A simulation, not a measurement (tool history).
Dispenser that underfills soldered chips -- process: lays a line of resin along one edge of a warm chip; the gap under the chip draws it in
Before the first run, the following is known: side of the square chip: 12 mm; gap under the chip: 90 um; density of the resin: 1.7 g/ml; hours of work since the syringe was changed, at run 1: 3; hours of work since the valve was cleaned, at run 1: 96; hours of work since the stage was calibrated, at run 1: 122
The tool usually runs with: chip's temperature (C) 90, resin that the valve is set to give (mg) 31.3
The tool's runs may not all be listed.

run	hour	chip's temperature (C)	resin that the valve is set to give (mg)	hours of work since the syringe was changed	hours of work since the valve was cleaned	hours of work since the stage was calibrated	time until the resin shows at the far edge (s)	resin that the valve gave (mg)
1	0	90	31.3	3	96	122	103.6	29.21
2	2.6	90	31.3	5	98	124	119.3	29.17
3	5.7	90	31.3	8	100	127	140.7	28.9
# hour 7: new syringe of resin
4	10	90	31.3	2	103	130	102.6	28.97
5	12.6	90	31.3	4	105	132	114.2	28.73
6	17.2	90	27.5	8	109	136	148.4	25.2
# hour 17.7: new syringe of resin
7	22	90	31.3	3	113	139	109.8	28.69
# hour 25.4: dispensing valve cleaned and set on the balance
8	26	90	31.3	6	0	142	123.7	31.13
# hour 29.5: new syringe of resin
9	29.5	90	31.3	0	3	144	88.4	31.22
10	31.9	90	31.3	2	5	146	98.7	31.1
11	35.3	90	29.4	5	8	149	119	29.22
# hour 40.1: new syringe of resin
12	40.3	90	37	0	11	153	84.3	36.71
13	43.8	90	37	3	14	155	103.5	36.73
14	45.8	100	31.3	4	16	157	74.2	30.82
15	47.9	100	35.2	6	17	159	82.1	34.55
# hour 51: new syringe of resin
16	51.2	100	35.2	0	20	161	56.4	34.8
17	53.6	100	35.2	2	22	163	63.8	34.53
18	58.1	90	31.3	6	25	167	123.3	30.67
# hour 61.7: new syringe of resin
19	62.7	95	28.2	1	29	170	76.8	27.53
20	64.9	97	26.6	3	30	172	79.1	25.82
21	67.5	97	28.8	5	33	174	89.4	28.06
# hour 72.4: new syringe of resin
22	72.4	93	33.9	0	36	178	77.9	32.86
23	75.1	100	32.4	2	38	180	66.2	31.59
24	78.5	96	30.6	5	41	182	92.9	29.61
25	80.8	102	29.5	7	43	184	81.8	28.64
# hour 83.1: new syringe of resin
26	84.4	102	37.8	1	46	187	55.2	36.23
27	87.5	98	37.8	4	48	189	75.7	36.48
28	89.9	81	35.7	5	50	191	175.7	34.45
29	92.9	81	35.7	8	52	194	204.4	34.16
# hour 93.9: new syringe of resin
30	97	85	29.4	2	55	197	130.1	28.22
31	100.4	89	34.7	5	58	199	123.5	32.88
# hour 104.6: new syringe of resin
32	105.3	94	35.5	1	62	203	78.2	33.77
33	107.6	94	35.5	2	64	205	87.5	33.92
34	111.3	94	35.5	5	66	208	102.8	33.53
35	114.1	90	36.4	8	69	210	140.9	34.63
# hour 115.4: new syringe of resin
36	118.6	90	32.6	3	72	213	102.2	30.77

Take each entry between the runs: how does the hidden state at the last listed run before it differ from the hidden state at the first listed run after it?
In the gap between runs 3 and 4: new syringe of resin (hour 7)
  resin's viscosity, % of fresh resin's: 157.4 -> 114.2; dose that the valve gives, % of what is set: 92.55 -> 92.31; true chip temperature over the reading, C: -0.45 -> -0.47
  what was measured, less what the result would be without the hidden state, time until the resin shows at the far edge (s): +54.9 -> +16.2; resin that the valve gave (mg): -2.33 -> -2.41
In the gap between runs 6 and 7: new syringe of resin (hour 17.7)
  resin's viscosity, % of fresh resin's: 160 -> 123.4; dose that the valve gives, % of what is set: 91.87 -> 91.61; true chip temperature over the reading, C: -0.51 -> -0.53
  what was measured, less what the result would be without the hidden state, time until the resin shows at the far edge (s): +60.8 -> +24.9; resin that the valve gave (mg): -2.24 -> -2.63
In the gap between runs 7 and 8: dispensing valve cleaned and set on the balance (hour 25.4)
  resin's viscosity, % of fresh resin's: 123.4 -> 142.1; dose that the valve gives, % of what is set: 91.61 -> 99.99; true chip temperature over the reading, C: -0.53 -> -0.55
  what was measured, less what the result would be without the hidden state, time until the resin shows at the far edge (s): +24.9 -> +38.8; resin that the valve gave (mg): -2.63 -> -0.01
In the gap between runs 8 and 9: new syringe of resin (hour 29.5)
  resin's viscosity, % of fresh resin's: 142.1 -> 100.9; dose that the valve gives, % of what is set: 99.99 -> 99.81; true chip temperature over the reading, C: -0.55 -> -0.56
  what was measured, less what the result would be without the hidden state, time until the resin shows at the far edge (s): +38.8 -> +3; resin that the valve gave (mg): -0.01 -> -0.06
In the gap between runs 11 and 12: new syringe of resin (hour 40.1)
  resin's viscosity, % of fresh resin's: 132.5 -> 100.6; dose that the valve gives, % of what is set: 99.47 -> 99.22; true chip temperature over the reading, C: -0.59 -> -0.62
  what was measured, less what the result would be without the hidden state, time until the resin shows at the far edge (s): +31.6 -> +2.8; resin that the valve gave (mg): -0.16 -> -0.29
In the gap between runs 15 and 16: new syringe of resin (hour 51)
  resin's viscosity, % of fresh resin's: 144.2 -> 100.9; dose that the valve gives, % of what is set: 98.73 -> 98.56; true chip temperature over the reading, C: -0.66 -> -0.67
  what was measured, less what the result would be without the hidden state, time until the resin shows at the far edge (s): +26.7 -> +2.2; resin that the valve gave (mg): -0.45 -> -0.51
In the gap between runs 18 and 19: new syringe of resin (hour 61.7)
  resin's viscosity, % of fresh resin's: 140.1 -> 104.5; dose that the valve gives, % of what is set: 98.15 -> 97.89; true chip temperature over the reading, C: -0.71 -> -0.73
  what was measured, less what the result would be without the hidden state, time until the resin shows at the far edge (s): +38.5 -> +6.1; resin that the valve gave (mg): -0.58 -> -0.59
In the gap between runs 21 and 22: new syringe of resin (hour 72.4)
  resin's viscosity, % of fresh resin's: 131.3 -> 101; dose that the valve gives, % of what is set: 97.59 -> 97.33; true chip temperature over the reading, C: -0.75 -> -0.77
  what was measured, less what the result would be without the hidden state, time until the resin shows at the far edge (s): +23.9 -> +3.6; resin that the valve gave (mg): -0.69 -> -0.9
In the gap between runs 25 and 26: new syringe of resin (hour 83.1)
  resin's viscosity, % of fresh resin's: 150.5 -> 106.5; dose that the valve gives, % of what is set: 96.84 -> 96.65; true chip temperature over the reading, C: -0.82 -> -0.83
  what was measured, less what the result would be without the hidden state, time until the resin shows at the far edge (s): +29.8 -> +5.3; resin that the valve gave (mg): -0.93 -> -1.26
In the gap between runs 29 and 30: new syringe of resin (hour 93.9)
  resin's viscosity, % of fresh resin's: 159.1 -> 114.9; dose that the valve gives, % of what is set: 96.14 -> 95.91; true chip temperature over the reading, C: -0.88 -> -0.89
  what was measured, less what the result would be without the hidden state, time until the resin shows at the far edge (s): +82 -> +22.8; resin that the valve gave (mg): -1.37 -> -1.2
In the gap between runs 31 and 32: new syringe of resin (hour 104.6)
  resin's viscosity, % of fresh resin's: 134.8 -> 105.9; dose that the valve gives, % of what is set: 95.73 -> 95.45; true chip temperature over the reading, C: -0.91 -> -0.93
  what was measured, less what the result would be without the hidden state, time until the resin shows at the far edge (s): +36.1 -> +7.7; resin that the valve gave (mg): -1.47 -> -1.61
In the gap between runs 35 and 36: new syringe of resin (hour 115.4)
  resin's viscosity, % of fresh resin's: 160.9 -> 114.9; dose that the valve gives, % of what is set: 94.95 -> 94.71; true chip temperature over the reading, C: -0.98 -> -1
  what was measured, less what the result would be without the hidden state, time until the resin shows at the far edge (s): +57.4 -> +17.9; resin that the valve gave (mg): -1.85 -> -1.73

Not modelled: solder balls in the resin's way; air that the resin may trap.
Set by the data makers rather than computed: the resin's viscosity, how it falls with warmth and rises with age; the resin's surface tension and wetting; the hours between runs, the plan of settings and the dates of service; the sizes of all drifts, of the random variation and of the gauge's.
